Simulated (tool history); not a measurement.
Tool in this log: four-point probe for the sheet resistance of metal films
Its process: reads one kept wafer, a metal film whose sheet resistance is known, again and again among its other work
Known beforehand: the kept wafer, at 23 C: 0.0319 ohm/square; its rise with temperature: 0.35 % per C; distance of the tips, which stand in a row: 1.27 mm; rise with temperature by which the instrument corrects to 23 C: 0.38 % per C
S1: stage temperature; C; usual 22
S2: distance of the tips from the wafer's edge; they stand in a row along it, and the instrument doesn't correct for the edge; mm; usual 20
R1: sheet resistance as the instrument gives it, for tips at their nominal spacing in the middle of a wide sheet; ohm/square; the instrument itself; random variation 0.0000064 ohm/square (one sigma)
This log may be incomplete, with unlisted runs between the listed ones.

run,hour,S1,S2,R1
1,0,22,20,0.03147
2,10.8,22,20,0.031472
3,26.4,22,20,0.031469
4,35.7,22,20,0.031467
# hour 37.9: stage's thermometer calibrated
5,54,22,20,0.031459
6,63.8,22,20,0.031457
7,79.7,19,5,0.032479
8,96.6,19,6,0.032149
9,111.9,33,51,0.031281
10,127,33,51,0.031282
11,137.5,26,5,0.032395

5 options for the next run, each taken on its own from the tool as it stands now. Forecast them:
A,151.2,20,40,?
B,151.2,25,12,?
C,151.2,21,35,?
D,151.2,27,22,?
E,151.2,22,22,?

run,R1
A,0.031408
B,0.031533
C,0.031402
D,0.031378
E,0.03143
Take away the tool's hidden state, keep each run's random variation, and the runs would have read:
run,R1
A,0.031945
B,0.032072
C,0.031939
D,0.031914
E,0.031967

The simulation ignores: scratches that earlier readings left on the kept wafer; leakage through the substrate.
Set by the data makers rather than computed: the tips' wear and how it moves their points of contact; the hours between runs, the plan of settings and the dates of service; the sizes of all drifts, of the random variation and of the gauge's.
